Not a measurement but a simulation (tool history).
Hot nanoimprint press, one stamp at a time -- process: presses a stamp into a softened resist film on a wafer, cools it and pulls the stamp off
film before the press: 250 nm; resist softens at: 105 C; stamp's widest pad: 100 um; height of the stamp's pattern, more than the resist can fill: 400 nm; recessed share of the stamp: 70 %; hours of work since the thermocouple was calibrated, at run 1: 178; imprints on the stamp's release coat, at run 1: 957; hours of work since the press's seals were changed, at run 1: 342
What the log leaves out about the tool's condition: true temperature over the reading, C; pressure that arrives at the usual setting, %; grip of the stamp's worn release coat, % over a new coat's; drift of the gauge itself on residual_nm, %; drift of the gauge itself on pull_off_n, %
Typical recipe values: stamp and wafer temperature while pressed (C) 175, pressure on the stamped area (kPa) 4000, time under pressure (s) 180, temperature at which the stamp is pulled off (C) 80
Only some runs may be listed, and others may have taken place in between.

run,hour,stamp and wafer temperature while pressed (C),pressure on the stamped area (kPa),time under pressure (s),temperature at which the stamp is pulled off (C),hours of work since the thermocouple was calibrated,imprints on the stamp's release coat,hours of work since the press's seals were changed,resist left under the stamp's widest pad (nm),greatest force while the stamp is pulled off (N)
1,0,175,4000,180,80,178,957,342,122.6,185
2,14.3,175,4000,180,80,187,991,351,121.6,185
3,24.8,175,4000,239,80,193,1015,357,110.8,186
4,39.5,175,4000,239,80,202,1050,366,111.4,187
5,50.1,175,4000,239,80,208,1075,373,110.4,187
6,65,175,2800,180,80,218,1111,382,143.5,188
7,78.9,175,2800,180,80,226,1144,390,143.6,190
8,85.3,175,2800,180,80,230,1159,394,144.5,189
9,92.3,169,4000,180,80,234,1175,399,150,187
# hour 105.5: stamp cleaned and given a new release coat
10,110.2,175,4000,180,80,242,11,406,120.7,157
# hour 114.1: plate thermocouple calibrated
11,119.6,175,4000,180,80,3,26,410,118.3,155
12,129.6,175,4000,180,80,9,50,416,118.6,156
13,138.9,175,4000,180,80,15,72,422,118.9,158
14,147,166,3230,195,80,20,91,427,172.3,155
# hour 159.6: plate thermocouple calibrated, once more
15,163.1,179,3910,195,80,2,122,435,106.7,161
16,171.7,175,4000,180,81,7,142,440,123.7,159
17,183.1,175,4000,180,81,14,170,447,123.7,161

Run 18 comes next. What will it give?
18,195.4,178,3820,180,80,22,199,454,?,?

Run 18 produced resist left under the stamp's widest pad (nm) 114.2, greatest force while the stamp is pulled off (N) 166.
The same run, on a tool lacking any hidden state, would have yielded resist left under the stamp's widest pad (nm) 115, greatest force while the stamp is pulled off (N) 162.
